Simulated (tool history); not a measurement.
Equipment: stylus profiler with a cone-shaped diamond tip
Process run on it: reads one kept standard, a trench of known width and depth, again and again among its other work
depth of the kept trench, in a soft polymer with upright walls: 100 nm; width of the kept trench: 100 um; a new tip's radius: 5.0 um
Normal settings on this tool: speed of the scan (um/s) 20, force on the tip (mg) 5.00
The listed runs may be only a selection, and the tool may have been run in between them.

run   hour  speed of the scan (um/s)  force on the tip (mg)  depth of the trench (Å)  width of the trench's floor (um)
  1    0.0                        20                   5.00                   1023.9                             97.84
  2   19.4                         7                   5.00                   1023.7                             97.87
  3   34.4                        20                   5.00                   1024.0                             97.79
  4   53.2                        20                   5.00                   1023.5                             97.74
  5   72.3                        20                   5.00                   1024.0                             97.75
  6   86.5                        52                   5.00                   1023.8                             97.60
  7  106.5                        52                   5.00                   1024.2                             97.56
  8  125.4                        20                   5.00                   1023.4                             97.69
  9  140.6                        20                   5.00                   1023.4                             97.73
 10  151.1                        20                   5.00                   1023.8                             97.67
 11  161.3                        20                   5.00                   1023.9                             97.69
 12  180.7                        20                   3.97                   1019.8                             97.67
 13  195.0                        25                   3.97                   1020.2                             97.65
 14  213.0                        20                  14.73                   1048.6                             97.71
 15  228.9                        20                  14.73                   1048.7                             97.72
 16  245.7                        20                  14.73                   1048.6                             97.66
 17  255.8                        74                  14.73                   1049.1                             97.53
 18  267.6                         7                   5.00                   1024.1                             97.67
 19  285.0                         9                   2.74                   1015.5                             97.64
 20  303.2                         9                   2.74                   1015.5                             97.65
 21  317.8                        66                   1.91                   1011.2                             97.28
 22  327.9                         8                   1.91                   1011.4                             97.66
 23  339.7                         8                   1.91                   1012.0                             97.69
 24  356.0                         5                  14.93                   1049.5                             97.70
 25  370.7                        13                   1.72                   1011.3                             97.60
 26  388.8                        48                   5.00                   1023.2                             97.51
 27  408.3                        33                   5.82                   1025.7                             97.55
 28  419.3                        39                   6.27                   1026.9                             97.53
 29  437.6                        21                  14.03                   1047.0                             97.59
 30  452.7                        46                  10.18                   1037.7                             97.53
 31  461.7                        18                   5.00                   1023.0                             97.65
 32  481.5                        18                   5.00                   1022.7                             97.54
 33  497.3                        19                   5.00                   1022.3                             97.54
 34  512.3                        19                   5.00                   1022.4                             97.51
 35  528.1                        24                   6.07                   1026.2                             97.47
 36  546.1                        16                   9.28                   1035.1                             97.50

3 options for the next run, each taken on its own from the tool as it stands now. Forecast them:
  A  557.0                        10                   4.61                        ?                                 ?
  B  557.0                        48                   9.28                        ?                                 ?
  C  557.0                        12                   5.41                        ?                                 ?

run  depth of the trench (Å)  width of the trench's floor (um)
  A                   1020.9                             97.57
  B                   1034.4                             97.51
  C                   1024.2                             97.57
Without the tool's hidden state the same runs would have given:
run  depth of the trench (Å)  width of the trench's floor (um)
  A                   1022.3                             97.98
  B                   1035.8                             97.92
  C                   1025.6                             97.98
